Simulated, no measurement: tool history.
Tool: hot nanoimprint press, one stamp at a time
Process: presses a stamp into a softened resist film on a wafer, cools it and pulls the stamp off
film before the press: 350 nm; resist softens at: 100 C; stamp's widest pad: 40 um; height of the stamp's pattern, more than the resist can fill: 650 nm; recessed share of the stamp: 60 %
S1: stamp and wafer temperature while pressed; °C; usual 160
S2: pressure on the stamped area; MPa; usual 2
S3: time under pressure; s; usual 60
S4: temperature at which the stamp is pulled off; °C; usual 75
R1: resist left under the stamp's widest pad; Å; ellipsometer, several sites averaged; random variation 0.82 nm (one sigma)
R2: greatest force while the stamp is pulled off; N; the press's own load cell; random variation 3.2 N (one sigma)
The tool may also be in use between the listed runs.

Run 1, hour 0: usual settings. Result: R1 1583 Å, R2 172 N.
Run 2, hour 20.3: usual settings. Result: R1 1570 Å, R2 173 N.
At hour 49.8: stamp cleaned and given a new release coat.
Run 3, hour 59.2: usual settings but S4 80 °C. Result: R1 1582 Å, R2 144 N.
Run 4, hour 91.8: usual settings. Result: R1 1572 Å, R2 161 N.
Run 5, hour 108.1: usual settings. Result: R1 1567 Å, R2 149 N.
Run 6, hour 133.9: usual settings but S4 82 °C. Result: R1 1569 Å, R2 137 N.
Run 7, hour 157: usual settings but S4 82 °C. Result: R1 1569 Å, R2 143 N.
Run 8, hour 187.5: usual settings. Result: R1 1583 Å, R2 160 N.
Run 9, hour 208.2: usual settings but S2 1.51 MPa. Result: R1 1762 Å, R2 161 N.
Run 10, hour 240.7: usual settings but S2 1.51 MPa. Result: R1 1761 Å, R2 168 N.
Run 11, hour 273.1: usual settings but S2 1.51 MPa. Result: R1 1773 Å, R2 163 N.
Run 12, hour 295.3: usual settings but S2 1.51 MPa. Result: R1 1760 Å, R2 165 N.
Run 13, hour 328.7: usual settings but S2 1.51 MPa. Result: R1 1742 Å, R2 172 N.
At hour 334: plate thermocouple calibrated.
Run 14, hour 353.9: usual settings but S2 1.51 MPa. Result: R1 1746 Å, R2 182 N.
Run 15, hour 373.5: usual settings but S2 1.51 MPa. Result: R1 1731 Å, R2 181 N.
At hour 386.8: stamp cleaned and given a new release coat.
Run 16, hour 409.7: usual settings but S1 149 °C, S2 1.51 MPa. Result: R1 2580 Å, R2 157 N.
Run 17, hour 437.8: usual settings but S1 158 °C, S2 1.49 MPa, S3 91 s. Result: R1 1639 Å, R2 158 N.
Run 18, hour 469.5: usual settings but S2 1.49 MPa, S3 91 s, S4 67 °C. Result: R1 1486 Å, R2 177 N.
At hour 475.7: plate thermocouple calibrated, once more.
Run 19, hour 488.8: usual settings but S1 167 °C, S2 2.37 MPa, S3 91 s, S4 79 °C. Result: R1 894 Å, R2 155 N.
Run 20, hour 520.1: usual settings but S1 167 °C, S2 2.37 MPa, S3 91 s, S4 79 °C. Result: R1 901 Å, R2 150 N.
Run 21, hour 537.9: usual settings but S1 167 °C, S2 2.37 MPa, S3 91 s, S4 79 °C. Result: R1 889 Å, R2 158 N.
Run 22, hour 564.3: usual settings but S1 167 °C, S2 2.37 MPa, S3 49 s, S4 79 °C. Result: R1 1177 Å, R2 156 N.
Run 23, hour 592.6: usual settings but S1 166 °C. Result: R1 1197 Å, R2 167 N.
Run 24, hour 609.9: usual settings but S1 166 °C. Result: R1 1216 Å, R2 164 N.
Run 25, hour 629.1: usual settings but S1 166 °C. Result: R1 1213 Å, R2 173 N.

3 ways to go on from here, each from the tool as it stands after run 25. What would each give?
Run A, hour 656.7: usual settings but S1 154 °C, S3 53 s. Result: R1 ?, R2 ?.
Run B, hour 656.7: usual settings but S2 1.97 MPa. Result: R1 ?, R2 ?.
Run C, hour 656.7: usual settings but S1 164 °C, S3 46 s, S4 71 °C. Result: R1 ?, R2 ?.

run    R1   R2
  A  2111  165
  B  1588  174
  C  1465  180
Without the tool's hidden state the same runs would have given:
run    R1   R2
  A  2109  146
  B  1587  154
  C  1463  159

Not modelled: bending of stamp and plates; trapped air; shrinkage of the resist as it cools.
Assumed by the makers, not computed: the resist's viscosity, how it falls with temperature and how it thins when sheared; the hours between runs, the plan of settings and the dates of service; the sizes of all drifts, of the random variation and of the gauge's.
